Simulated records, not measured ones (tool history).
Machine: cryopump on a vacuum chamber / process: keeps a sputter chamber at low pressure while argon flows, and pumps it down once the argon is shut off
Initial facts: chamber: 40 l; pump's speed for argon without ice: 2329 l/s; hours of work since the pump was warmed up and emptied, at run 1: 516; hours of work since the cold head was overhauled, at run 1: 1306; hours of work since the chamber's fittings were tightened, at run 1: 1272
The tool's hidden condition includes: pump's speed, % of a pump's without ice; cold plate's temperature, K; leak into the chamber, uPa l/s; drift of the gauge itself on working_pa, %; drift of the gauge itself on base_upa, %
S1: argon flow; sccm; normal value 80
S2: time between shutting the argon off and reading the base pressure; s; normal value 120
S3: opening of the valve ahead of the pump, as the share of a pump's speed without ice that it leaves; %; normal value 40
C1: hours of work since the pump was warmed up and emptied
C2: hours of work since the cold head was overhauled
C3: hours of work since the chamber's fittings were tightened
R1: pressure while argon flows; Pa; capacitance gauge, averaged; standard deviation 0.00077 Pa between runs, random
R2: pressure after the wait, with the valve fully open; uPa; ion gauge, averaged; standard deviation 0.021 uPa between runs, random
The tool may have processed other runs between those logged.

Run 1, day 0: usual settings; C1 516; C2 1306; C3 1272. Result: R1 0.1559 Pa, R2 0.68 uPa.
Run 2, day 0.938: usual settings; C1 535; C2 1325; C3 1291. Result: R1 0.1562 Pa, R2 0.66 uPa.
Run 3, day 2.442: usual settings; C1 566; C2 1356; C3 1321. Result: R1 0.1584 Pa, R2 0.67 uPa.
At day 2.633: leaking fittings of the chamber tightened, without venting.
Run 4, day 4.308: usual settings; C1 602; C2 1392; C3 34. Result: R1 0.1573 Pa, R2 0.48 uPa.
Run 5, day 6.025: usual settings; C1 637; C2 1427; C3 69. Result: R1 0.1579 Pa, R2 0.44 uPa.
Run 6, day 7.221: usual settings; C1 661; C2 1451; C3 93. Result: R1 0.1601 Pa, R2 0.5 uPa.
Run 7, day 8.962: usual settings; C1 696; C2 1486; C3 129. Result: R1 0.1607 Pa, R2 0.5 uPa.

Run 8 has not been measured yet. What should we expect?
Run 8, day 10.604: usual settings; C1 730; C2 1520; C3 162. Result: R1 ?, R2 ?.

{"run 8": {"R1": 0.1621, "R2": 0.51}}
Without the tool's hidden state the same run would have given R1 0.1455 Pa, R2 0.42 uPa.
